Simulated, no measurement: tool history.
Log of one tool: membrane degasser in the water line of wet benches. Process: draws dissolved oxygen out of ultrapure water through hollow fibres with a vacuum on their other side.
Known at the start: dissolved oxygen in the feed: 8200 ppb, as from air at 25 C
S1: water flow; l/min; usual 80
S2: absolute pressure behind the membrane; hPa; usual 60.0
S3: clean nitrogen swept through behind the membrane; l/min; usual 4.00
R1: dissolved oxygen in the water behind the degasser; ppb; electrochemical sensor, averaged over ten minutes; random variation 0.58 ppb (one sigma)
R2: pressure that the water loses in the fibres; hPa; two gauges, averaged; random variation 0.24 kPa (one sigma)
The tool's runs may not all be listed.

run     day   S1     S2     S3     R1     R2
  1   0.000   80   60.0   4.00  129.0  624.3
  2   2.575   88   60.0   4.00  141.4  682.7
  3   6.762   88   60.0   4.00  142.2  680.7
  4   8.771   80   51.9   4.00   93.9  621.1
  5  11.292   82   60.0   4.00  132.4  636.8
  6  15.400   82   60.0   6.18   92.5  633.0
  7  18.579   80   60.0  10.38   57.4  612.4
  8  20.992   80   68.1   4.00  166.8  619.0
  9  23.421   80   52.0   4.00   94.9  620.8
 10  27.229   80   52.0   4.00   95.3  619.2
 11  29.933   80   72.1   4.00  183.8  618.7
 12  34.242   80   72.1   4.00  184.9  620.4
 13  38.229  105   51.9   6.27   89.9  814.8
     40.829  -- gauge calibrated
 14  42.821  105   51.9   2.65  168.5  814.7
 15  46.838   49   49.7   4.00   51.1  380.8
 16  49.688   49   49.7   4.00   51.6  377.5
 17  51.908  123   49.7   5.97  101.8  954.5
 18  55.712  123   49.7   5.97  102.1  945.1
 19  59.833   70   60.0   4.00  114.2  545.8
 20  62.517   50   61.6   6.15   59.1  389.7
 21  66.958   50   61.6   6.15   59.0  388.7
 22  69.333   61  131.0   4.00  341.2  475.6
 23  73.808   61  131.0   4.00  342.6  473.3

Measured less the same run without the tool's hidden state. The same run-to-run variation is in both; the gauge's scatter may not be:
The hidden state here: membrane still open, %; true pressure behind the membrane over the reading, kPa; air that leaks in behind the membrane, l/min; drift of the gauge itself on oxygen_ppb, %; drift of the gauge itself on loss_of_pressure_kpa, %.
run    R1
  1  +0.1
  2  +0.3
  3  +0.7
  4  +0.6
  5  +1.0
  6  +1.0
  7  +0.8
  8  +2.5
  9  +1.5
 10  +1.8
 11  +3.8
 12  +4.4
 13  +2.4
 14  +0.3
 15  +0.2
 16  +0.4
 17  +0.9
 18  +1.1
 19  +1.5
 20  +0.9
 21  +1.1
 22  +6.7
 23  +7.7
R2: within 0.2 hPa of the measured result in every run.
